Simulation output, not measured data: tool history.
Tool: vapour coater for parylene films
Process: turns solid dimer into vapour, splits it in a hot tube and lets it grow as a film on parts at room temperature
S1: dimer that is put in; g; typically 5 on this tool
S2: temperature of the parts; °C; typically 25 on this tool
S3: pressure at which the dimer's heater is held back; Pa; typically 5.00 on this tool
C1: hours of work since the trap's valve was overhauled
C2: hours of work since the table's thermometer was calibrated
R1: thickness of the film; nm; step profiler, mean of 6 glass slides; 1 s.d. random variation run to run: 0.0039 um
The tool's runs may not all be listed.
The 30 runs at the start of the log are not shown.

{"run": 31, "hour": 726.5, "S1": 4, "S2": 32, "S3": 5.32, "C1": 104, "C2": 775, "R1": 557}
{"run": 32, "hour": 755.9, "S1": 5, "S2": 23, "S3": 3.16, "C1": 118, "C2": 788, "R1": 1112}
{"run": 33, "hour": 775.6, "S1": 5, "S2": 29, "S3": 2.75, "C1": 127, "C2": 797, "R1": 886}
{"run": 34, "hour": 797.6, "S1": 5, "S2": 35, "S3": 5.0, "C1": 137, "C2": 808, "R1": 609}
{"run": 35, "hour": 821.8, "S1": 5, "S2": 35, "S3": 2.65, "C1": 148, "C2": 819, "R1": 685}
{"run": 36, "hour": 848.9, "S1": 5, "S2": 35, "S3": 2.65, "C1": 160, "C2": 831, "R1": 678}
{"run": 37, "hour": 868.3, "S1": 8, "S2": 19, "S3": 7.01, "C1": 169, "C2": 840, "R1": 1791}
{"run": 38, "hour": 897.6, "S1": 3, "S2": 25, "S3": 5.0, "C1": 183, "C2": 854, "R1": 558}
{"run": 39, "hour": 911.8, "S1": 3, "S2": 25, "S3": 5.0, "C1": 190, "C2": 860, "R1": 559}
{"run": 40, "hour": 935.5, "S1": 3, "S2": 25, "S3": 5.0, "C1": 200, "C2": 871, "R1": 551}
{"run": 41, "hour": 966.7, "S1": 2, "S2": 25, "S3": 5.0, "C1": 215, "C2": 886, "R1": 372}
{"run": 42, "hour": 983.2, "S1": 4, "S2": 20, "S3": 3.69, "C1": 222, "C2": 893, "R1": 971}
{"run": 43, "hour": 1009.6, "S1": 4, "S2": 20, "S3": 3.69, "C1": 235, "C2": 905, "R1": 963}

Consider 5 possible next runs. They are alternatives, not a sequence: every one starts from the tool as it was left by run 43. What does each give?
{"run": "A", "hour": 1028.3, "S1": 3, "S2": 34, "S3": 11.44, "C1": 243, "C2": 914, "R1": "?"}
{"run": "B", "hour": 1028.3, "S1": 4, "S2": 33, "S3": 5.01, "C1": 243, "C2": 914, "R1": "?"}
{"run": "C", "hour": 1028.3, "S1": 4, "S2": 25, "S3": 4.02, "C1": 243, "C2": 914, "R1": "?"}
{"run": "D", "hour": 1028.3, "S1": 4, "S2": 36, "S3": 5.0, "C1": 243, "C2": 914, "R1": "?"}
{"run": "E", "hour": 1028.3, "S1": 6, "S2": 26, "S3": 5.0, "C1": 243, "C2": 914, "R1": "?"}

run=A R1=317
run=B R1=521
run=C R1=768
run=D R1=452
run=E R1=1045
With no hidden state in the tool, these same runs would have given:
run=A R1=326
run=B R1=536
run=C R1=790
run=D R1=465
run=E R1=1075
